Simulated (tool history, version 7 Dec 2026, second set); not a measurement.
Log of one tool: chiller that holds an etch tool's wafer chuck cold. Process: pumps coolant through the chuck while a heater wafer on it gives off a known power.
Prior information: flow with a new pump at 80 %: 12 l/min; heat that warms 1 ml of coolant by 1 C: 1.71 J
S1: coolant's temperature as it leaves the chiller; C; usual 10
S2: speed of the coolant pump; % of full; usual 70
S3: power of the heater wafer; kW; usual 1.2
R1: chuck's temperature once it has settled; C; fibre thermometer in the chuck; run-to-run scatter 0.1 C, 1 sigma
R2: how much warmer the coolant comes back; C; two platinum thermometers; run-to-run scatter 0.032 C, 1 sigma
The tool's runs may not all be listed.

| run | day | S1 | S2 | S3 | R1 | R2 |
|---|---|---|---|---|---|---|
| 1 | 0 | 10 | 70 | 1.2 | 20.8 | 3.96 |
| 2 | 1.762 | 10 | 70 | 1.2 | 20.7 | 3.95 |
| 3 | 3.121 | 10 | 70 | 1.2 | 20.7 | 4 |
| 4 | 4.375 | 10 | 70 | 1.2 | 20.6 | 3.94 |
| 5 | 5.496 | 10 | 70 | 1.2 | 20.8 | 3.93 |
| 6 | 6.283 | 10 | 70 | 1.2 | 20.9 | 3.9 |
| 7 | 7.104 | 3 | 70 | 1.2 | 13.8 | 3.96 |
| 8 | 8.779 | 3 | 70 | 1.2 | 13.8 | 3.88 |
| 9 | 10.508 | 3 | 70 | 1.2 | 13.8 | 3.84 |
| 10 | 11.804 | 3 | 70 | 1.2 | 13.9 | 3.86 |
| 11 | 13.383 | 10 | 78 | 1.2 | 20 | 3.49 |
| 12 | 14.508 | 10 | 78 | 1.2 | 19.7 | 3.43 |
| 13 | 16.354 | 10 | 78 | 1.2 | 19.8 | 3.44 |
| 14 | 17.904 | 14 | 70 | 1.2 | 24.6 | 3.79 |
| 15 | 19.108 | 14 | 70 | 1.2 | 24.9 | 3.82 |
| 16 | 20.95 | 14 | 70 | 1.2 | 24.6 | 3.73 |
| 17 | 22.262 | 4 | 75 | 1.496 | 16.9 | 4.44 |
| 18 | 23.938 | 4 | 75 | 1.496 | 16.6 | 4.43 |
| 19 | 25.246 | 18 | 75 | 1.118 | 27.3 | 3.27 |
| 20 | 26.154 | 1 | 61 | 1.107 | 12.3 | 4.03 |
| 21 | 27.025 | 1 | 61 | 1.107 | 12.2 | 4 |
| 22 | 28.708 | 1 | 68 | 1.107 | 11.2 | 3.56 |
| 23 | 29.488 | 18 | 76 | 0.607 | 23.1 | 1.6 |
| 24 | 30.333 | 7 | 94 | 1.577 | 17.9 | 3.73 |
| 25 | 31.25 | 10 | 64 | 1.2 | 21.6 | 4.11 |
| 26 | 32.288 | 4 | 76 | 1.715 | 18.4 | 4.98 |
| 27 | 33.446 | 4 | 87 | 1.715 | 16.9 | 4.38 |
| 28 | 34.721 | 4 | 87 | 1.715 | 16.9 | 4.3 |
| 29 | 36.083 | 2 | 86 | 1.655 | 14.6 | 4.2 |
| 30 | 37.342 | 8 | 60 | 1.2 | 20.4 | 4.29 |
| 31 | 38.558 | 10 | 70 | 0.949 | 18.3 | 2.82 |

Alternative continuations, all from the tool just after run 31; predict every row:
| A | 40.008 | 14 | 70 | 1.2 | ? | ? |
| B | 40.008 | 10 | 93 | 0.949 | ? | ? |
| C | 40.008 | 6 | 84 | 1.037 | ? | ? |

| run | R1 | R2 |
|---|---|---|
| A | 24.8 | 3.66 |
| B | 16.7 | 2.08 |
| C | 14 | 2.56 |
Without the tool's hidden state the same runs would have given:
| run | R1 | R2 |
|---|---|---|
| A | 24.7 | 3.98 |
| B | 16.7 | 2.4 |
| C | 14 | 2.88 |

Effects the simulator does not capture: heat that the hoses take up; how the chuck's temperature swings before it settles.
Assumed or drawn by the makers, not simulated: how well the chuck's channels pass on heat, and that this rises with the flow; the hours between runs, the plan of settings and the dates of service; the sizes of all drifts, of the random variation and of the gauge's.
